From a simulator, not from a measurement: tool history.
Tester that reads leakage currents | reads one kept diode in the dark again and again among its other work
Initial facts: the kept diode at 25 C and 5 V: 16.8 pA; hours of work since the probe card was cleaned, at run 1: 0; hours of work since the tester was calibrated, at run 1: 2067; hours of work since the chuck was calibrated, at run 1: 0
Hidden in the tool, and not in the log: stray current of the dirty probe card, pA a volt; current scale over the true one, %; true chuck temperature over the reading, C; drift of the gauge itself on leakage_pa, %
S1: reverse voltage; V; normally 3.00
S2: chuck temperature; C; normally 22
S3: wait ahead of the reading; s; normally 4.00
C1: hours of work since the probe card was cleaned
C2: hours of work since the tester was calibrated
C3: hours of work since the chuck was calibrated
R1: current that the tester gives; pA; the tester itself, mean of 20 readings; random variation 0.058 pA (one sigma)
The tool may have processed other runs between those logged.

| run | hour | S1 | S2 | S3 | C1 | C2 | C3 | R1 |
|---|---|---|---|---|---|---|---|---|
| 1 | 0.0 | 3.00 | 22 | 4.00 | 0 | 2067 | 0 | 9.44 |
| 2 | 268.6 | 3.00 | 22 | 4.00 | 141 | 2208 | 141 | 9.56 |
|  | 478.8 | tester calibrated |
| 3 | 478.8 | 3.00 | 57 | 4.00 | 251 | 0 | 251 | 138.25 |
| 4 | 688.8 | 3.00 | 57 | 4.00 | 361 | 110 | 361 | 136.60 |
| 5 | 944.0 | 16.27 | 22 | 4.00 | 495 | 245 | 495 | 28.68 |
| 6 | 1059.9 | 16.27 | 22 | 4.00 | 556 | 306 | 556 | 28.99 |
| 7 | 1320.1 | 2.66 | 22 | 4.00 | 693 | 442 | 693 | 9.48 |
| 8 | 1516.1 | 2.66 | 22 | 4.00 | 796 | 546 | 796 | 9.64 |
| 9 | 1733.0 | 2.69 | 22 | 4.00 | 910 | 660 | 910 | 9.82 |
| 10 | 1942.7 | 3.00 | 22 | 2.77 | 1021 | 770 | 1021 | 10.53 |
|  | 2006.9 | probe card cleaned and baked |
| 11 | 2089.2 | 3.00 | 22 | 2.77 | 43 | 845 | 1096 | 8.66 |
| 12 | 2231.3 | 3.00 | 22 | 2.77 | 118 | 920 | 1171 | 8.78 |
| 13 | 2464.8 | 3.00 | 29 | 4.00 | 241 | 1043 | 1294 | 15.52 |
| 14 | 2640.4 | 3.00 | 29 | 4.00 | 333 | 1135 | 1386 | 15.42 |
|  | 2820.0 | chuck's temperature calibrated |
| 15 | 2820.0 | 16.30 | 29 | 4.00 | 427 | 1229 | 0 | 49.31 |
| 16 | 2936.7 | 3.00 | 22 | 4.00 | 488 | 1290 | 61 | 10.75 |
| 17 | 3139.2 | 3.00 | 22 | 4.00 | 594 | 1397 | 168 | 10.73 |
| 18 | 3267.0 | 3.00 | 22 | 2.67 | 662 | 1464 | 235 | 10.88 |
| 19 | 3385.7 | 3.00 | 22 | 4.00 | 724 | 1526 | 298 | 10.95 |
| 20 | 3598.2 | 6.57 | 41 | 8.40 | 836 | 1638 | 409 | 70.09 |
| 21 | 3753.7 | 8.87 | 22 | 0.52 | 918 | 1720 | 491 | 22.79 |
|  | 4005.0 | probe card cleaned and baked |
| 22 | 4018.9 | 2.24 | 22 | 0.86 | 7 | 1858 | 629 | 7.84 |
| 23 | 4200.8 | 2.24 | 22 | 0.86 | 103 | 1953 | 725 | 7.98 |
| 24 | 4360.6 | 1.61 | 37 | 0.86 | 187 | 2037 | 809 | 21.82 |
| 25 | 4511.6 | 1.61 | 37 | 0.86 | 266 | 2117 | 888 | 21.97 |
| 26 | 4707.0 | 1.61 | 37 | 0.48 | 369 | 2220 | 991 | 21.94 |
|  | 4899.3 | tester calibrated |
| 27 | 4933.6 | 4.67 | 37 | 0.48 | 487 | 18 | 1109 | 40.70 |
| 28 | 5139.6 | 8.46 | 21 | 4.00 | 596 | 126 | 1217 | 17.67 |
| 29 | 5350.6 | 2.03 | 21 | 0.46 | 707 | 237 | 1328 | 7.47 |
| 30 | 5528.4 | 4.30 | 21 | 0.46 | 800 | 331 | 1422 | 12.30 |
|  | 5636.7 | chuck's temperature calibrated |
| 31 | 5710.1 | 3.00 | 51 | 0.94 | 895 | 425 | 39 | 95.55 |
| 32 | 5976.4 | 8.30 | 47 | 4.00 | 1035 | 565 | 179 | 125.91 |
|  | 6006.5 | probe card cleaned and baked |
| 33 | 6142.0 | 2.21 | 43 | 4.00 | 71 | 651 | 264 | 43.48 |
| 34 | 6294.4 | 3.00 | 22 | 4.00 | 151 | 731 | 344 | 9.81 |
| 35 | 6473.7 | 3.00 | 22 | 4.00 | 246 | 825 | 439 | 9.84 |
| 36 | 6645.3 | 17.11 | 22 | 4.86 | 336 | 916 | 529 | 27.81 |
| 37 | 6864.6 | 17.11 | 22 | 4.86 | 451 | 1031 | 644 | 28.93 |
| 38 | 7072.3 | 17.11 | 22 | 4.86 | 561 | 1140 | 753 | 30.10 |

Results for each run, recomputed without the tool's hidden state and with each run's random variation untouched:
| run | R1 |
|---|---|
| 1 | 9.95 |
| 2 | 9.96 |
| 3 | 144.05 |
| 4 | 143.55 |
| 5 | 25.35 |
| 6 | 25.23 |
| 7 | 9.22 |
| 8 | 9.31 |
| 9 | 9.40 |
| 10 | 9.91 |
| 11 | 9.98 |
| 12 | 10.02 |
| 13 | 17.81 |
| 14 | 17.64 |
| 15 | 45.19 |
| 16 | 9.96 |
| 17 | 9.86 |
| 18 | 9.95 |
| 19 | 9.98 |
| 20 | 70.08 |
| 21 | 18.71 |
| 22 | 8.47 |
| 23 | 8.57 |
| 24 | 23.80 |
| 25 | 24.04 |
| 26 | 24.14 |
| 27 | 43.21 |
| 28 | 16.20 |
| 29 | 7.44 |
| 30 | 11.52 |
| 31 | 94.80 |
| 32 | 123.25 |
| 33 | 44.85 |
| 34 | 9.96 |
| 35 | 9.93 |
| 36 | 25.91 |
| 37 | 26.06 |
| 38 | 26.13 |
